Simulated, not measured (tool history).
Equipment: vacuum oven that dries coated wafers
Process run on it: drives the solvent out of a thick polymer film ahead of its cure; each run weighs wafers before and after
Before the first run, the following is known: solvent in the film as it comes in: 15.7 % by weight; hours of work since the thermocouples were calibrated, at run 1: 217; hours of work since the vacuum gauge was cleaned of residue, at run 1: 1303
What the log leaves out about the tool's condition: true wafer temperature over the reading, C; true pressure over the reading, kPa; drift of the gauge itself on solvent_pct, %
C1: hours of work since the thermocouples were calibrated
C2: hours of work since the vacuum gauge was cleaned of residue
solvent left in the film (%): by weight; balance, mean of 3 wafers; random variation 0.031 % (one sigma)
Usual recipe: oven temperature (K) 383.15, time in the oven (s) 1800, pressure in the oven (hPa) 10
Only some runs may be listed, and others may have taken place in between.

Run 1, hour 0: usual settings; C1 217; C2 1303. Result: solvent left in the film (%) 2.44.
Run 2, hour 98.3: usual settings; C1 289; C2 1374. Result: solvent left in the film (%) 2.51.
Run 3, hour 186.3: usual settings; C1 353; C2 1439. Result: solvent left in the film (%) 2.42.
Run 4, hour 265: usual settings but time in the oven (s) 2340; C1 410; C2 1496. Result: solvent left in the film (%) 1.59.
Run 5, hour 350.7: usual settings but time in the oven (s) 2340; C1 473; C2 1559. Result: solvent left in the film (%) 1.55.
Run 6, hour 448.9: usual settings; C1 545; C2 1630. Result: solvent left in the film (%) 2.55.
Run 7, hour 521.8: usual settings; C1 598; C2 1684. Result: solvent left in the film (%) 2.52.
Run 8, hour 569.2: usual settings; C1 633; C2 1718. Result: solvent left in the film (%) 2.5.
At hour 617.3: oven's thermocouples calibrated.
Run 9, hour 655.6: usual settings; C1 28; C2 1780. Result: solvent left in the film (%) 2.48.
Run 10, hour 706.1: usual settings; C1 65; C2 1817. Result: solvent left in the film (%) 2.47.
Run 11, hour 753.4: usual settings; C1 99; C2 1851. Result: solvent left in the film (%) 2.45.
Run 12, hour 837.4: usual settings but oven temperature (K) 396.15; C1 161; C2 1913. Result: solvent left in the film (%) 0.61.
Run 13, hour 914.5: usual settings but oven temperature (K) 396.15; C1 217; C2 1969. Result: solvent left in the film (%) 0.57.
Run 14, hour 1007.3: usual settings; C1 285; C2 2037. Result: solvent left in the film (%) 2.54.
Run 15, hour 1055.6: usual settings; C1 320; C2 2072. Result: solvent left in the film (%) 2.52.
Run 16, hour 1162.3: usual settings but oven temperature (K) 377.15; C1 398; C2 2150. Result: solvent left in the film (%) 4.
Run 17, hour 1244.2: usual settings but oven temperature (K) 377.15; C1 458; C2 2210. Result: solvent left in the film (%) 3.98.
Run 18, hour 1301.1: usual settings but pressure in the oven (hPa) 11.7; C1 499; C2 2251. Result: solvent left in the film (%) 2.52.
Run 19, hour 1375.4: usual settings but pressure in the oven (hPa) 7.2; C1 553; C2 2305. Result: solvent left in the film (%) 2.36.
Run 20, hour 1419: usual settings but pressure in the oven (hPa) 7.2; C1 585; C2 2337. Result: solvent left in the film (%) 2.36.
Run 21, hour 1504.2: usual settings but time in the oven (s) 2820, pressure in the oven (hPa) 7.2; C1 648; C2 2399. Result: solvent left in the film (%) 1.11.
At hour 1529.4: oven's thermocouples calibrated.
Run 22, hour 1557.8: usual settings but time in the oven (s) 2820, pressure in the oven (hPa) 7.2; C1 21; C2 2437. Result: solvent left in the film (%) 1.05.
Run 23, hour 1605.6: usual settings but time in the oven (s) 2820, pressure in the oven (hPa) 7.2; C1 56; C2 2472. Result: solvent left in the film (%) 1.05.
Run 24, hour 1692.7: usual settings but oven temperature (K) 397.15, time in the oven (s) 2460, pressure in the oven (hPa) 17.2; C1 119; C2 2536. Result: solvent left in the film (%) 0.48.
Run 25, hour 1771.1: usual settings but oven temperature (K) 397.15, time in the oven (s) 2460, pressure in the oven (hPa) 17.2; C1 176; C2 2593. Result: solvent left in the film (%) 0.43.
Run 26, hour 1868.2: usual settings but oven temperature (K) 377.15, time in the oven (s) 1260, pressure in the oven (hPa) 19.4; C1 247; C2 2664. Result: solvent left in the film (%) 5.95.
Run 27, hour 1917: usual settings but oven temperature (K) 377.15, time in the oven (s) 1260, pressure in the oven (hPa) 19.4; C1 283; C2 2699. Result: solvent left in the film (%) 5.86.
Run 28, hour 2018.1: usual settings but oven temperature (K) 377.15, time in the oven (s) 1260, pressure in the oven (hPa) 19.4; C1 357; C2 2773. Result: solvent left in the film (%) 5.9.
Run 29, hour 2098.9: usual settings but oven temperature (K) 392.15, time in the oven (s) 1080, pressure in the oven (hPa) 25.2; C1 416; C2 2832. Result: solvent left in the film (%) 2.78.
Run 30, hour 2169: usual settings but oven temperature (K) 392.15, time in the oven (s) 1080, pressure in the oven (hPa) 25.2; C1 467; C2 2883. Result: solvent left in the film (%) 2.7.
Run 31, hour 2246.7: usual settings but oven temperature (K) 392.15, time in the oven (s) 900, pressure in the oven (hPa) 38.5; C1 524; C2 2940. Result: solvent left in the film (%) 3.71.
Run 32, hour 2348.4: usual settings but oven temperature (K) 392.15, time in the oven (s) 2700, pressure in the oven (hPa) 38.5; C1 598; C2 3014. Result: solvent left in the film (%) 1.09.
Run 33, hour 2407.3: usual settings but oven temperature (K) 392.15, time in the oven (s) 2220, pressure in the oven (hPa) 35.5; C1 641; C2 3057. Result: solvent left in the film (%) 1.23.
At hour 2437.6: oven's thermocouples calibrated.
Run 34, hour 2496.4: usual settings but pressure in the oven (hPa) 21.8; C1 43; C2 3121. Result: solvent left in the film (%) 2.78.
Run 35, hour 2575.3: usual settings but pressure in the oven (hPa) 21.8; C1 101; C2 3178. Result: solvent left in the film (%) 2.81.
Run 36, hour 2632.7: usual settings but pressure in the oven (hPa) 21.8; C1 143; C2 3220. Result: solvent left in the film (%) 2.81.
Run 37, hour 2684.1: usual settings but oven temperature (K) 380.15, time in the oven (s) 1980, pressure in the oven (hPa) 34.8; C1 180; C2 3258. Result: solvent left in the film (%) 3.63.
At hour 2721.8: vacuum gauge cleaned of residue and calibrated.
Run 38, hour 2793.6: usual settings but oven temperature (K) 372.15; C1 259; C2 52. Result: solvent left in the film (%) 5.47.
Run 39, hour 2862: usual settings but time in the oven (s) 1620; C1 309; C2 102. Result: solvent left in the film (%) 2.9.
Run 40, hour 2953.2: usual settings but time in the oven (s) 1620; C1 375; C2 169. Result: solvent left in the film (%) 2.88.
Run 41, hour 3055.1: usual settings but oven temperature (K) 389.15, time in the oven (s) 2940, pressure in the oven (hPa) 9.2; C1 450; C2 243. Result: solvent left in the film (%) 0.48.
Run 42, hour 3145.6: usual settings but oven temperature (K) 385.15, time in the oven (s) 1080, pressure in the oven (hPa) 12.4; C1 516; C2 309. Result: solvent left in the film (%) 4.06.
Run 43, hour 3233.1: usual settings but oven temperature (K) 394.15, time in the oven (s) 1260; C1 580; C2 373. Result: solvent left in the film (%) 1.5.
Run 44, hour 3315.6: usual settings but time in the oven (s) 1560; C1 640; C2 434. Result: solvent left in the film (%) 3.09.
At hour 3349.2: oven's thermocouples calibrated.
Run 45, hour 3396.4: usual settings but time in the oven (s) 1140, pressure in the oven (hPa) 5.8; C1 34; C2 491. Result: solvent left in the film (%) 4.36.
Run 46, hour 3448.3: usual settings but oven temperature (K) 389.15, time in the oven (s) 2700, pressure in the oven (hPa) 20.1; C1 72; C2 529. Result: solvent left in the film (%) 0.87.

3 options for the next run, each taken on its own from the tool as it stands now. Forecast them:
Run A, hour 3553.5: usual settings but oven temperature (K) 389.15, time in the oven (s) 3120, pressure in the oven (hPa) 20.1; C1 149; C2 606. Result: solvent left in the film (%) ?.
Run B, hour 3553.5: usual settings but oven temperature (K) 384.15; C1 149; C2 606. Result: solvent left in the film (%) ?.
Run C, hour 3553.5: usual settings but time in the oven (s) 1560, pressure in the oven (hPa) 31.4; C1 149; C2 606. Result: solvent left in the film (%) ?.

run  solvent left in the film (%)
  A                          0.71
  B                          2.23
  C                          3.65
Without the tool's unlogged condition, the same runs would have read:
run  solvent left in the film (%)
  A                          0.71
  B                          2.23
  C                          3.65

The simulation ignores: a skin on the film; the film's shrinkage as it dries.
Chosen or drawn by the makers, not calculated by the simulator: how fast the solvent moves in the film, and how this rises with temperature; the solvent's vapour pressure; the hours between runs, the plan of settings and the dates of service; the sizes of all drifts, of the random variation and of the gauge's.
